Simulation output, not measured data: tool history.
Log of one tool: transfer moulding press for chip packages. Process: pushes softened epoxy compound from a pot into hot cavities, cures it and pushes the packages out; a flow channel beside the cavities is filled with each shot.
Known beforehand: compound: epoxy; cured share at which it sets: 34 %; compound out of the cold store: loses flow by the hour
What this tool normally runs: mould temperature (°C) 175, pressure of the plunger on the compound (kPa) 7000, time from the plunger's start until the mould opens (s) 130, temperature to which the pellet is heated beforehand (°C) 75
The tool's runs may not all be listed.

run    hour  mould temperature (°C)  pressure of the plunger on the compound (kPa)  time from the plunger's start until the mould opens (s)  temperature to which the pellet is heated beforehand (°C)  incoming compound's hours out of the cold store  length that the compound runs in the flow channel (mm)  greatest force on the pins that push the packages out (N)
  1     0.0                     175                                           7000                                                      130                                                         75                                             33.2                                                     914                                                        253
  2    82.8                     175                                           7000                                                      130                                                         75                                             12.8                                                     983                                                        265
  3   158.4                     168                                           7000                                                      130                                                         75                                             15.8                                                    1011                                                        446
  4   229.1                     168                                           7000                                                      151                                                         75                                             38.2                                                     925                                                        299
  5   306.4                     168                                           7000                                                      154                                                         75                                             45.2                                                     900                                                        286
  6   382.8                     168                                           7000                                                      154                                                         75                                             32.0                                                     954                                                        290
  7   449.6                     168                                           7000                                                      154                                                         75                                              9.2                                                    1034                                                        305
  8   537.0                     175                                           7000                                                      130                                                         75                                             33.2                                                     917                                                        253
  9   635.6                     175                                           7000                                                      130                                                         75                                             22.0                                                     946                                                        269
 10   726.5                     175                                           7000                                                      130                                                         75                                             45.6                                                     873                                                        247
 11   778.7                     175                                           7000                                                      130                                                         75                                             24.8                                                     944                                                        249
 12   840.8                     175                                           7000                                                      130                                                         75                                             22.6                                                     960                                                        266
 13   921.6                     175                                           7000                                                      130                                                         75                                             16.5                                                     972                                                        255
 14   961.2                     176                                           7000                                                      148                                                         75                                             44.9                                                     868                                                        209
 15  1043.0                     177                                           5460                                                      148                                                         75                                             46.3                                                     758                                                        209
 16  1139.2                     175                                           6660                                                      129                                                         69                                              8.3                                                     976                                                        284
 17  1233.1                     175                                           8440                                                      130                                                         75                                             27.8                                                    1021                                                        254
 18  1299.4                     181                                           5640                                                      142                                                         66                                             35.3                                                     790                                                        193
 19  1357.7                     181                                           5640                                                      160                                                         75                                              8.2                                                     867                                                        195
 20  1453.4                     181                                           5640                                                      160                                                         75                                             28.0                                                     818                                                        194
 21  1500.0                     175                                           5510                                                      129                                                         75                                             34.2                                                     803                                                        252
 22  1584.2                     173                                           7230                                                      122                                                         65                                             47.1                                                     892                                                        320
 23  1659.0                     172                                           6260                                                      159                                                         65                                             25.8                                                     894                                                        230
 24  1745.0                     172                                           8410                                                      158                                                         65                                             24.6                                                    1044                                                        225
 25  1809.1                     170                                           6220                                                      142                                                         72                                             15.4                                                     947                                                        305
 26  1872.9                     175                                           7580                                                      113                                                         75                                             28.5                                                     963                                                        332

Taken out of this log: 25 entries between the listed runs. Where each belongs, and how the hidden state differs across it:
Between runs 1 and 2: cavities cleaned with cleaning compound and waxed (hour 50.3)
  pressure that reaches the compound, % of what is set: 99.95 -> 99.92; grip of the stained cavities, % over clean ones': 0.6 -> 0.5
Between runs 2 and 3: cavities cleaned with cleaning compound and waxed (hour 152.5)
  pressure that reaches the compound, % of what is set: 99.92 -> 99.89; grip of the stained cavities, % over clean ones': 0.5 -> 0.2
Between runs 4 and 5: plunger's sealing rings changed (hour 249.7); cavities cleaned with cleaning compound and waxed (hour 255.1)
  pressure that reaches the compound, % of what is set: 99.87 -> 99.98; grip of the stained cavities, % over clean ones': 0.7 -> 0.6
Between runs 5 and 6: cavities cleaned with cleaning compound and waxed (hour 353.9)
  pressure that reaches the compound, % of what is set: 99.98 -> 99.95; grip of the stained cavities, % over clean ones': 0.6 -> 0.5
Between runs 6 and 7: mould's thermocouples calibrated (hour 419.9)
  true mould temperature over the reading, C: 0.01 -> 0; pressure that reaches the compound, % of what is set: 99.95 -> 99.93; grip of the stained cavities, % over clean ones': 0.5 -> 0.8
Between runs 7 and 8: cavities cleaned with cleaning compound and waxed (hour 457.1)
  pressure that reaches the compound, % of what is set: 99.93 -> 99.89; grip of the stained cavities, % over clean ones': 0.8 -> 0.7
Between runs 8 and 9: cavities cleaned with cleaning compound and waxed (hour 559.2); plunger's sealing rings changed (hour 629.9)
  pressure that reaches the compound, % of what is set: 99.89 -> 100
Between runs 9 and 10: cavities cleaned with cleaning compound and waxed (hour 663.7)
  pressure that reaches the compound, % of what is set: 100 -> 99.96
Between runs 10 and 11: cavities cleaned with cleaning compound and waxed (hour 768.4)
  pressure that reaches the compound, % of what is set: 99.96 -> 99.95; grip of the stained cavities, % over clean ones': 0.7 -> 0.2
Between runs 12 and 13: cavities cleaned with cleaning compound and waxed (hour 870.5)
  true mould temperature over the reading, C: 0 -> 0.01; pressure that reaches the compound, % of what is set: 99.92 -> 99.89; grip of the stained cavities, % over clean ones': 0.7 -> 0.6
Between runs 14 and 15: cavities cleaned with cleaning compound and waxed (hour 970.7); plunger's sealing rings changed (hour 1010.9)
  pressure that reaches the compound, % of what is set: 99.88 -> 99.98; grip of the stained cavities, % over clean ones': 0.8 -> 0.7
Between runs 15 and 16: cavities cleaned with cleaning compound and waxed (hour 1071.7)
  pressure that reaches the compound, % of what is set: 99.98 -> 99.94
Between runs 16 and 17: cavities cleaned with cleaning compound and waxed (hour 1175.7)
  pressure that reaches the compound, % of what is set: 99.94 -> 99.91
Between runs 17 and 18: cavities cleaned with cleaning compound and waxed (hour 1276.9)
  pressure that reaches the compound, % of what is set: 99.91 -> 99.89; grip of the stained cavities, % over clean ones': 0.7 -> 0.4
Between runs 18 and 19: mould's thermocouples calibrated (hour 1314.8)
  true mould temperature over the reading, C: 0.01 -> 0; pressure that reaches the compound, % of what is set: 99.89 -> 99.86; grip of the stained cavities, % over clean ones': 0.4 -> 0.7
Between runs 19 and 20: cavities cleaned with cleaning compound and waxed (hour 1377.8); plunger's sealing rings changed (hour 1388.2)
  pressure that reaches the compound, % of what is set: 99.86 -> 99.97
Between runs 20 and 21: cavities cleaned with cleaning compound and waxed (hour 1486.1)
  pressure that reaches the compound, % of what is set: 99.97 -> 99.96; grip of the stained cavities, % over clean ones': 0.7 -> 0.3
Between runs 21 and 22: cavities cleaned with cleaning compound and waxed (hour 1584.2)
  pressure that reaches the compound, % of what is set: 99.96 -> 99.92; grip of the stained cavities, % over clean ones': 0.3 -> 0
Between runs 23 and 24: cavities cleaned with cleaning compound and waxed (hour 1683.1)
  true mould temperature over the reading, C: 0 -> 0.01; pressure that reaches the compound, % of what is set: 99.9 -> 99.87
Between runs 24 and 25: plunger's sealing rings changed (hour 1763.5); cavities cleaned with cleaning compound and waxed (hour 1786.1)
  pressure that reaches the compound, % of what is set: 99.87 -> 99.98; grip of the stained cavities, % over clean ones': 0.7 -> 0.4

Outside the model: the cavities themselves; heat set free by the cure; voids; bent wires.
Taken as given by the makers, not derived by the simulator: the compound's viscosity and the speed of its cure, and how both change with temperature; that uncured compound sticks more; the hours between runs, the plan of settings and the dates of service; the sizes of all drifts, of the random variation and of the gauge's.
